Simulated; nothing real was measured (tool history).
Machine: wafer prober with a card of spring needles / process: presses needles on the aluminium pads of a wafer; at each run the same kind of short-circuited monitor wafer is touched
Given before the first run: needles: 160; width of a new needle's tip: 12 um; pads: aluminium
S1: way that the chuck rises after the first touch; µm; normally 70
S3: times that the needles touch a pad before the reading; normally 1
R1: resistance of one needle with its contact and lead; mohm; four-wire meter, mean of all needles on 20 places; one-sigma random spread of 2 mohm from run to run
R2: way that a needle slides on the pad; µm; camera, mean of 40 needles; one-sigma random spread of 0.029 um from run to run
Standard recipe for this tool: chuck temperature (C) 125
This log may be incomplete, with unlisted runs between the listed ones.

Run 1, hour 0.0: usual settings. Result: R1 210 mohm, R2 19.00 µm.
At hour 4.2: tips cleaned on abrasive film.
At hour 18.9: height of the first contact set anew.
At hour 23.1: tips cleaned on abrasive film.
At hour 42.4: tips cleaned on abrasive film.
Run 2, hour 50.3: usual settings. Result: R1 211 mohm, R2 19.01 µm.
At hour 62.2: tips cleaned on abrasive film.
At hour 81.9: tips cleaned on abrasive film.
At hour 101.6: tips cleaned on abrasive film.
Run 3, hour 110.5: usual settings but S3 3. Result: R1 212 mohm, R2 18.95 µm.
At hour 118.9: tips cleaned on abrasive film.
At hour 138.2: tips cleaned on abrasive film.
Run 4, hour 152.0: usual settings but S3 3. Result: R1 212 mohm, R2 18.94 µm.
At hour 156.3: tips cleaned on abrasive film.
At hour 174.1: tips cleaned on abrasive film.
At hour 194.1: tips cleaned on abrasive film.
Run 5, hour 202.8: usual settings but S3 3. Result: R1 210 mohm, R2 18.95 µm.
At hour 213.3: tips cleaned on abrasive film.
At hour 231.0: tips cleaned on abrasive film.
Run 6, hour 231.0: usual settings but chuck temperature (C) 107. Result: R1 207 mohm, R2 18.95 µm.
At hour 249.9: tips cleaned on abrasive film.
At hour 268.8: tips cleaned on abrasive film.
At hour 288.1: tips cleaned on abrasive film.
Run 7, hour 290.1: usual settings. Result: R1 210 mohm, R2 18.94 µm.
At hour 306.1: tips cleaned on abrasive film.
At hour 323.3: tips cleaned on abrasive film.
Run 8, hour 327.4: usual settings. Result: R1 211 mohm, R2 18.90 µm.
At hour 342.6: tips cleaned on abrasive film.
At hour 359.8: tips cleaned on abrasive film.
At hour 378.1: tips cleaned on abrasive film.
Run 9, hour 379.0: usual settings but S1 76 µm. Result: R1 210 mohm, R2 20.49 µm.
At hour 395.7: tips cleaned on abrasive film.
At hour 415.3: tips cleaned on abrasive film.
At hour 415.6: height of the first contact set anew.
Run 10, hour 418.4: usual settings. Result: R1 211 mohm, R2 18.90 µm.
At hour 436.2: tips cleaned on abrasive film.
At hour 452.8: tips cleaned on abrasive film.
Run 11, hour 464.2: usual settings. Result: R1 213 mohm, R2 18.85 µm.
At hour 471.3: tips cleaned on abrasive film.
At hour 487.9: tips cleaned on abrasive film.
Run 12, hour 493.4: usual settings but S1 50 µm. Result: R1 213 mohm, R2 13.51 µm.
At hour 507.6: tips cleaned on abrasive film.
At hour 524.8: tips cleaned on abrasive film.
Run 13, hour 524.8: usual settings but S1 50 µm. Result: R1 212 mohm, R2 13.51 µm.
At hour 542.6: tips cleaned on abrasive film.
At hour 561.2: tips cleaned on abrasive film.
At hour 578.5: tips cleaned on abrasive film.
Run 14, hour 578.5: usual settings but S1 89 µm, chuck temperature (C) 34, S3 2. Result: R1 191 mohm, R2 24.02 µm.
At hour 597.4: tips cleaned on abrasive film.
At hour 614.2: tips cleaned on abrasive film.
At hour 631.6: tips cleaned on abrasive film.
Run 15, hour 634.7: usual settings but S1 79 µm, chuck temperature (C) 57. Result: R1 195 mohm, R2 21.29 µm.
At hour 650.5: tips cleaned on abrasive film.
At hour 669.7: tips cleaned on abrasive film.
Run 16, hour 684.1: usual settings. Result: R1 210 mohm, R2 18.83 µm.
At hour 688.4: tips cleaned on abrasive film.
At hour 707.5: tips cleaned on abrasive film.
At hour 724.1: tips cleaned on abrasive film.
Run 17, hour 737.6: usual settings but chuck temperature (C) 62. Result: R1 200 mohm, R2 18.81 µm.
At hour 741.6: tips cleaned on abrasive film.
At hour 758.8: tips cleaned on abrasive film.
Run 18, hour 764.9: usual settings but chuck temperature (C) 62. Result: R1 195 mohm, R2 18.84 µm.
At hour 775.6: tips cleaned on abrasive film.
At hour 796.4: tips cleaned on abrasive film.
At hour 810.9: height of the first contact set anew.
At hour 815.1: tips cleaned on abrasive film.
Run 19, hour 815.5: usual settings but chuck temperature (C) 62. Result: R1 199 mohm, R2 18.80 µm.
At hour 833.1: tips cleaned on abrasive film.
Run 20, hour 843.8: usual settings but chuck temperature (C) 62. Result: R1 195 mohm, R2 18.79 µm.

Consider 5 possible next runs. They are alternatives, not a sequence: every one starts from the tool as it was left by run 20. What does each give?
At hour 851.1: tips cleaned on abrasive film.
At hour 868.2: tips cleaned on abrasive film.
At hour 886.0: tips cleaned on abrasive film.
Run A, hour 894.4: usual settings but S1 60 µm, chuck temperature (C) 44, S3 3. Result: R1 ?, R2 ?.
At hour 851.1: tips cleaned on abrasive film.
At hour 868.2: tips cleaned on abrasive film.
At hour 886.0: tips cleaned on abrasive film.
Run B, hour 894.4: usual settings but S1 60 µm, chuck temperature (C) 51, S3 2. Result: R1 ?, R2 ?.
At hour 851.1: tips cleaned on abrasive film.
At hour 868.2: tips cleaned on abrasive film.
At hour 886.0: tips cleaned on abrasive film.
Run C, hour 894.4: usual settings but S1 60 µm, chuck temperature (C) 90, S3 2. Result: R1 ?, R2 ?.
At hour 851.1: tips cleaned on abrasive film.
At hour 868.2: tips cleaned on abrasive film.
At hour 886.0: tips cleaned on abrasive film.
Run D, hour 894.4: usual settings. Result: R1 ?, R2 ?.
At hour 851.1: tips cleaned on abrasive film.
At hour 868.2: tips cleaned on abrasive film.
At hour 886.0: tips cleaned on abrasive film.
Run E, hour 894.4: usual settings but S1 78 µm, chuck temperature (C) 32, S3 3. Result: R1 ?, R2 ?.

run   R1     R2
  A  194  16.07
  B  196  16.10
  C  205  16.08
  D  212  18.77
  E  189  20.87
The same runs, with their run-to-run variation unchanged, on a tool lacking any hidden condition would have given:
run   R1     R2
  A  194  16.29
  B  195  16.32
  C  204  16.30
  D  211  19.02
  E  189  21.15
